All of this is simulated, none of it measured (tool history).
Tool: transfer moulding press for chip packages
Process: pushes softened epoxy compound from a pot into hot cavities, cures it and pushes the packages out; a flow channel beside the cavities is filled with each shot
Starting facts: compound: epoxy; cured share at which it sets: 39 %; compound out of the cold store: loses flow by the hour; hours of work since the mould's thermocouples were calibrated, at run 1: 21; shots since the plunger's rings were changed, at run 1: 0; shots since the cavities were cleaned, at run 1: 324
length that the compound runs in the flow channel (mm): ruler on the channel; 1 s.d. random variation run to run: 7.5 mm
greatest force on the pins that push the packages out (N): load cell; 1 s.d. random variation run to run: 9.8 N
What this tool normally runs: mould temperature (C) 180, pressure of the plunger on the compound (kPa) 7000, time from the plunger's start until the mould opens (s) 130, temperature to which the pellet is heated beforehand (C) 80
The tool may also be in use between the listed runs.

run    hour  mould temperature (C)  pressure of the plunger on the compound (kPa)  time from the plunger's start until the mould opens (s)  temperature to which the pellet is heated beforehand (C)  hours of work since the mould's thermocouples were calibrated  shots since the plunger's rings were changed  shots since the cavities were cleaned  incoming compound's hours out of the cold store  length that the compound runs in the flow channel (mm)  greatest force on the pins that push the packages out (N)
  1     0.0                    180                                           7000                                                      130                                                        80                                                             21                                             0                                    324                                             23.2                                                     969                                                        464
       44.7  -- cavities cleaned with cleaning compound and waxed
  2    48.4                    186                                           7000                                                      130                                                        80                                                             53                                           492                                     39                                             18.8                                                     957                                                        388
  3    85.5                    186                                           7000                                                      130                                                        80                                                             78                                           881                                    428                                             23.0                                                     941                                                        404
      117.9  -- cavities cleaned with cleaning compound and waxed
  4   132.8                    186                                           7000                                                      130                                                        80                                                            109                                          1362                                    156                                             30.4                                                     895                                                        390
  5   178.7                    186                                           7000                                                      130                                                        80                                                            140                                          1843                                    637                                             43.2                                                     847                                                        397
      189.2  -- cavities cleaned with cleaning compound and waxed
  6   219.3                    186                                           7000                                                      130                                                        80                                                            167                                          2254                                    317                                             35.8                                                     873                                                        385
      262.7  -- cavities cleaned with cleaning compound and waxed
  7   287.5                    186                                           7000                                                      130                                                        80                                                            212                                          2953                                    260                                             26.2                                                     930                                                        384
      336.6  -- cavities cleaned with cleaning compound and waxed
  8   342.3                    186                                           7000                                                      130                                                        80                                                            248                                          3512                                     59                                             30.5                                                     906                                                        390
  9   389.7                    186                                           7000                                                      130                                                        80                                                            280                                          4010                                    557                                             21.7                                                     938                                                        382
      412.0  -- cavities cleaned with cleaning compound and waxed
 10   446.3                    180                                           7000                                                      130                                                        80                                                            318                                          4587                                    359                                             21.0                                                     958                                                        457
 11   476.0                    180                                           7000                                                      130                                                        80                                                            338                                          4900                                    672                                             25.8                                                     942                                                        481
      482.8  -- cavities cleaned with cleaning compound and waxed
 12   524.3                    180                                           6630                                                      130                                                        80                                                            370                                          5391                                    436                                             47.7                                                     817                                                        443
      553.1  -- cavities cleaned with cleaning compound and waxed
 13   569.6                    180                                           6630                                                      128                                                        80                                                            399                                          5851                                    174                                             27.8                                                     916                                                        449
      585.1  -- plunger's sealing rings changed
      627.5  -- cavities cleaned with cleaning compound and waxed
 14   635.8                    174                                           7050                                                      130                                                        88                                                            442                                           515                                     86                                             38.4                                                     917                                                        621
      697.6  -- cavities cleaned with cleaning compound and waxed
 15   702.2                    178                                           7000                                                      130                                                        80                                                            486                                          1197                                     49                                             24.1                                                     973                                                        511
 16   740.1                    178                                           7000                                                      130                                                        80                                                            511                                          1595                                    447                                             46.8                                                     857                                                        487
      767.9  -- cavities cleaned with cleaning compound and waxed
 17   799.9                    178                                           5390                                                      130                                                        80                                                            551                                          2206                                    336                                             10.2                                                     922                                                        502
      841.9  -- cavities cleaned with cleaning compound and waxed
 18   841.9                    180                                           7000                                                      114                                                        84                                                            579                                          2631                                      0                                             43.2                                                     867                                                        543
      849.0  -- mould's thermocouples calibrated
 19   899.1                    182                                           7000                                                      130                                                        82                                                             34                                          3210                                    579                                             25.8                                                     944                                                        435
      916.9  -- cavities cleaned with cleaning compound and waxed
 20   947.7                    187                                           7000                                                      161                                                        89                                                             66                                          3705                                    324                                             36.2                                                     863                                                        377
      989.2  -- cavities cleaned with cleaning compound and waxed
 21   994.0                    184                                           8750                                                      161                                                        89                                                             96                                          4175                                     51                                             41.7                                                     954                                                        377
     1059.4  -- cavities cleaned with cleaning compound and waxed
 22  1063.9                    172                                           8750                                                      161                                                        88                                                            143                                          4892                                     47                                             29.9                                                    1062                                                        499
 23  1098.5                    172                                           8750                                                      140                                                        81                                                            166                                          5255                                    410                                             11.7                                                    1203                                                        691
     1134.4  -- cavities cleaned with cleaning compound and waxed
 24  1134.6                    177                                           5690                                                      124                                                        81                                                            190                                          5618                                      3                                             16.1                                                     913                                                        612
     1171.7  -- plunger's sealing rings changed
 25  1188.6                    177                                           5690                                                      124                                                        81                                                            225                                           177                                    543                                             37.5                                                     817                                                        559
     1207.5  -- cavities cleaned with cleaning compound and waxed
 26  1236.5                    174                                           7780                                                      130                                                        80                                                            256                                           665                                    305                                             38.3                                                     957                                                        628

Below are 4 alternative next runs, each starting from the tool's condition after run 26. Predict each:
     1277.5  -- cavities cleaned with cleaning compound and waxed
  A  1277.5                    180                                           6990                                                      130                                                        80                                                            283                                          1079                                      0                                             34.8                                                       ?                                                          ?
     1277.5  -- cavities cleaned with cleaning compound and waxed
  B  1277.5                    174                                           7780                                                      143                                                        80                                                            283                                          1079                                      0                                             15.0                                                       ?                                                          ?
     1277.5  -- cavities cleaned with cleaning compound and waxed
  C  1277.5                    180                                           7410                                                      131                                                        80                                                            283                                          1079                                      0                                             36.3                                                       ?                                                          ?
     1277.5  -- cavities cleaned with cleaning compound and waxed
  D  1277.5                    186                                           7780                                                      130                                                        88                                                            283                                          1079                                      0                                              8.8                                                       ?                                                          ?

run  length that the compound runs in the flow channel (mm)  greatest force on the pins that push the packages out (N)
  A                                                     894                                                        448
  B                                                    1076                                                        558
  C                                                     919                                                        464
  D                                                    1085                                                        402
Without the tool's hidden state the same runs would have given:
run  length that the compound runs in the flow channel (mm)  greatest force on the pins that push the packages out (N)
  A                                                     894                                                        448
  B                                                    1076                                                        558
  C                                                     920                                                        464
  D                                                    1085                                                        402

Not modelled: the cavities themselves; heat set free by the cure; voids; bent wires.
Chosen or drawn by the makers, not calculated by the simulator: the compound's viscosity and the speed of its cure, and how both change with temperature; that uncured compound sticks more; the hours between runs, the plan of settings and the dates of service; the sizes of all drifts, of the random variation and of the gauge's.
